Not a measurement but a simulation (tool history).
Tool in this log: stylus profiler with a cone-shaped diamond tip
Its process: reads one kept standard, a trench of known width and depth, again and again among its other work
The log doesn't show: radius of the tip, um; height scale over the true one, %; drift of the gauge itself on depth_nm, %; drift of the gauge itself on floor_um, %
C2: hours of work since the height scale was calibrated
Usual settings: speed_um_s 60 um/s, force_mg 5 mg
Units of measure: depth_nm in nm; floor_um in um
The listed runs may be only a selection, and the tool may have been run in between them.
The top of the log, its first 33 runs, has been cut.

{"run": 34, "hour": 365.2, "speed_um_s": 32, "force_mg": 3.91, "scans with this tip": 2975, "C2": 35, "depth_nm": 202.52, "floor_um": 28.04}
{"run": 35, "hour": 381.0, "speed_um_s": 32, "force_mg": 3.91, "scans with this tip": 3065, "C2": 44, "depth_nm": 202.53, "floor_um": 28.03}
{"run": 36, "hour": 391.3, "speed_um_s": 83, "force_mg": 5, "scans with this tip": 3125, "C2": 50, "depth_nm": 203.15, "floor_um": 27.93}
{"run": 37, "hour": 402.3, "speed_um_s": 83, "force_mg": 7.96, "scans with this tip": 3188, "C2": 57, "depth_nm": 204.35, "floor_um": 27.97}
{"run": 38, "hour": 410.2, "speed_um_s": 83, "force_mg": 7.96, "scans with this tip": 3234, "C2": 61, "depth_nm": 204.18, "floor_um": 27.95}
{"run": 39, "hour": 424.0, "speed_um_s": 83, "force_mg": 7.96, "scans with this tip": 3313, "C2": 69, "depth_nm": 204.31, "floor_um": 27.95}
{"run": 40, "hour": 437.5, "speed_um_s": 83, "force_mg": 7.96, "scans with this tip": 3391, "C2": 77, "depth_nm": 204.19, "floor_um": 27.97}
{"run": 41, "hour": 445.4, "speed_um_s": 83, "force_mg": 7.96, "scans with this tip": 3436, "C2": 81, "depth_nm": 204.36, "floor_um": 27.91}
{"run": 42, "hour": 458.7, "speed_um_s": 151, "force_mg": 9.9, "scans with this tip": 3513, "C2": 89, "depth_nm": 204.71, "floor_um": 27.84}
{"run": 43, "hour": 472.7, "speed_um_s": 63, "force_mg": 13.48, "scans with this tip": 3593, "C2": 97, "depth_nm": 205.92, "floor_um": 28.04}
{"run": 44, "hour": 482.2, "speed_um_s": 63, "force_mg": 4.58, "scans with this tip": 3648, "C2": 102, "depth_nm": 202.93, "floor_um": 27.95}
{"run": 45, "hour": 489.6, "speed_um_s": 55, "force_mg": 10.87, "scans with this tip": 3690, "C2": 106, "depth_nm": 205.26, "floor_um": 28.04}
{"run": 46, "hour": 498.6, "speed_um_s": 55, "force_mg": 10.87, "scans with this tip": 3742, "C2": 111, "depth_nm": 205.3, "floor_um": 28.01}
{"run": 47, "hour": 512.7, "speed_um_s": 55, "force_mg": 8.41, "scans with this tip": 3823, "C2": 119, "depth_nm": 204.29, "floor_um": 28}

Branching from run 47: 3 alternative next runs. What would each branch give?
{"run": "A", "hour": 523.7, "speed_um_s": 60, "force_mg": 2.27, "scans with this tip": 3887, "C2": 126, "depth_nm": "?", "floor_um": "?"}
{"run": "B", "hour": 523.7, "speed_um_s": 208, "force_mg": 8.13, "scans with this tip": 3887, "C2": 126, "depth_nm": "?", "floor_um": "?"}
{"run": "C", "hour": 523.7, "speed_um_s": 58, "force_mg": 2.14, "scans with this tip": 3887, "C2": 126, "depth_nm": "?", "floor_um": "?"}

run=A depth_nm=202 floor_um=27.88
run=B depth_nm=204.34 floor_um=27.78
run=C depth_nm=201.87 floor_um=27.88
The same runs, with their run-to-run variation unchanged, on a tool lacking any hidden condition would have given:
run=A depth_nm=202.01 floor_um=28.09
run=B depth_nm=204.35 floor_um=28
run=C depth_nm=201.88 floor_um=28.1

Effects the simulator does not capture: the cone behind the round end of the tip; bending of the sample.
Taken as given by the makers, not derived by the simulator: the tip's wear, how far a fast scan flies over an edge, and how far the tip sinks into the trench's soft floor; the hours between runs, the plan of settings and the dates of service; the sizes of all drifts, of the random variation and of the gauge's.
